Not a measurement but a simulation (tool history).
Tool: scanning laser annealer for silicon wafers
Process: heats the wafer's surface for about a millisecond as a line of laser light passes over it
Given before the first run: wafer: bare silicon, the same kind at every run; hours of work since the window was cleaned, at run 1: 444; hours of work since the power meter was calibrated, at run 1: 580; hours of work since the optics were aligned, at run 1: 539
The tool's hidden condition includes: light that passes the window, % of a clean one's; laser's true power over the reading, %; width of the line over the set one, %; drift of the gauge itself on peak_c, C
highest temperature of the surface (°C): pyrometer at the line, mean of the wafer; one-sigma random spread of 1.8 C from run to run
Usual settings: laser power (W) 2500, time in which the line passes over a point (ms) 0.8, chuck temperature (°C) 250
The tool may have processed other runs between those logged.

run,hour,laser power (W),time in which the line passes over a point (ms),chuck temperature (°C),hours of work since the window was cleaned,hours of work since the power meter was calibrated,hours of work since the optics were aligned,highest temperature of the surface (°C)
1,0,2500,0.8,250,444,580,539,1006
2,30.6,2500,0.8,250,461,597,555,1006
3,56.8,2531,0.8,250,475,611,570,1014
4,69.7,2500,0.8,248,482,618,577,999
5,98.7,2500,0.8,248,498,634,592,1000
6,112.4,2500,0.8,250,506,641,600,1002
7,129.6,2500,0.8,250,515,651,609,1001
8,142.6,2348,0.8,250,522,658,616,954
9,160.6,2348,0.8,250,532,668,626,954
10,182.3,2348,0.8,250,544,680,638,952
11,212.1,2348,0.8,250,560,696,654,951
12,230.6,2500,0.8,221,570,706,664,967
13,244.1,2544,0.8,250,578,713,672,1012
14,257.8,2500,0.661,250,585,721,679,934
15,281.5,2500,0.8,237,598,734,692,986
16,305.1,2250,0.8,237,611,747,705,906
17,333.2,2250,0.8,237,626,762,720,906
18,349.8,2250,0.8,237,635,771,730,905
19,376.7,2664,0.8,237,650,786,744,1032
# hour 380.4: window over the wafer cleaned
20,402.4,2664,0.8,212,12,799,757,1031
21,418.2,2477,0.695,259,21,807,766,974
22,437.2,2477,0.695,259,31,818,776,973
23,454.5,2653,0.871,213,40,827,786,1064
24,473,2646,0.614,253,51,837,796,974
25,492.7,2646,0.614,253,61,848,806,970
26,505.6,2500,0.56,282,68,855,813,929
27,527.6,2500,0.8,215,80,867,826,978
28,557.9,2500,0.8,215,97,884,842,982
29,577.4,2735,0.75,276,108,894,853,1087
30,590.4,2389,0.964,219,115,901,860,1011
31,610,2389,0.584,219,125,912,871,850
32,636.5,2389,0.584,219,140,927,885,853
33,666.2,2389,0.584,219,156,943,901,846

Below are 5 alternative next runs, each starting from the tool's condition after run 33. Predict each:
A,690.7,2346,0.584,219,169,956,915,?
B,690.7,2500,0.597,250,169,956,915,?
C,690.7,2411,0.989,219,169,956,915,?
D,690.7,2500,0.74,250,169,956,915,?
E,690.7,2218,0.8,250,169,956,915,?

run,highest temperature of the surface (°C)
A,837
B,915
C,1025
D,984
E,919
With the hidden condition removed and each run's random variation left untouched, the same runs would have given:
run,highest temperature of the surface (°C)
A,857
B,936
C,1050
D,1007
E,940
